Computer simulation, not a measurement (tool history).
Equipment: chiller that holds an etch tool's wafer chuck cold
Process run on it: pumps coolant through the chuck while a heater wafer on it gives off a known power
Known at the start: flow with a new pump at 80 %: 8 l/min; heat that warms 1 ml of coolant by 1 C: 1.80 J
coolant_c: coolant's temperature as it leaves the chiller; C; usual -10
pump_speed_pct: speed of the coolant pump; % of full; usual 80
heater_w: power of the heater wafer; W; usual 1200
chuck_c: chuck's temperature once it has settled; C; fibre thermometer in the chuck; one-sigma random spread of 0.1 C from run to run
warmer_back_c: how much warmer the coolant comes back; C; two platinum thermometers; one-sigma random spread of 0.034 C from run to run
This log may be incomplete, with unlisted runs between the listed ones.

run     day  coolant_c  pump_speed_pct  heater_w  chuck_c  warmer_back_c
  1   0.000        -10              80      1200     -1.6           4.96
  2   1.379        -14              80      1200     -5.7           4.97
  3   2.454        -10              80      1200     -1.6           5.00
  4   3.696        -10              80      1200     -1.6           4.96
  5   4.546        -10              80      1200     -1.7           4.92
  6   5.200        -10              68      1200     -0.6           5.95
  7   6.079        -10              83      1200     -1.9           4.72
  8   7.362        -10              83      1200     -1.8           4.72
  9   8.700        -10              83      1200     -1.9           4.68
 10   9.700        -10              80      1200     -1.6           4.85
 11  10.292        -10              80      1200     -1.7           4.89
 12  11.046        -10              80      1200     -1.4           4.84
 13  12.362        -10              80      1200     -1.8           4.77
 14  12.942        -10              80      1200     -1.6           4.74
 15  14.208        -10              80      1200     -1.6           4.81
 16  15.450        -10              80      1200     -1.7           4.75
 17  16.096         -2              80      1597      9.2           6.45
 18  17.346         -2              80      1597      9.1           6.42
 19  17.967         -1              74       942      5.9           3.99
 20  19.242        -10              83       957     -3.6           3.51
 21  20.375        -10              94      1493     -0.9           4.82
 22  21.283        -19              62       786    -12.3           4.06
 23  22.046         -6              74      1200      2.7           5.22
 24  23.279         -6              74      1200      3.0           5.16
 25  24.133        -10              80       924     -3.6           3.47
 26  25.504        -10              99      1200     -2.8           3.52
 27  26.662         -3              89      1750      8.3           6.03
 28  27.629        -19              74      1513     -8.0           6.44
 29  28.658        -10              65       701     -4.2           3.22
 30  29.508        -10              69       701     -4.6           3.02
     29.758  -- gauge calibrated
 31  30.721        -10              65      1636      3.3           8.70

Hidden state or all else? Some run-to-run changes of warmer_back_c, split into what the settings, what came in and random variation would give without the hidden state, and what is left for the hidden state (with any gauge scatter that isn't in both results):
Hidden state present: heat passed by the chuck's channels, % of clean ones'; flow at a given pump speed, % of a new pump's; coolant's true temperature over the reading, C; drift of the gauge itself on chuck_c, C; drift of the gauge itself on warmer_back_c, C.
Run 7 -> 8: settings left as they were, no log entry in between. warmer_back_c +0.00 C: hidden state -0.03, all else +0.03.
Run 17 -> 18: settings left as they were, no log entry in between. warmer_back_c -0.03 C: hidden state -0.03, all else +0.00.
Run 26 -> 27: coolant_c -10 -> -3, pump_speed_pct 99 -> 89, heater_w 1200 -> 1750. warmer_back_c +2.51 C: hidden state -0.02, all else +2.53.
Run 28 -> 29: coolant_c -19 -> -10, pump_speed_pct 74 -> 65, heater_w 1513 -> 701. warmer_back_c -3.22 C: hidden state -0.02, all else -3.20.
Run 30 -> 31: pump_speed_pct 69 -> 65, heater_w 701 -> 1636, gauge calibrated. warmer_back_c +5.68 C: hidden state +0.45, all else +5.23.
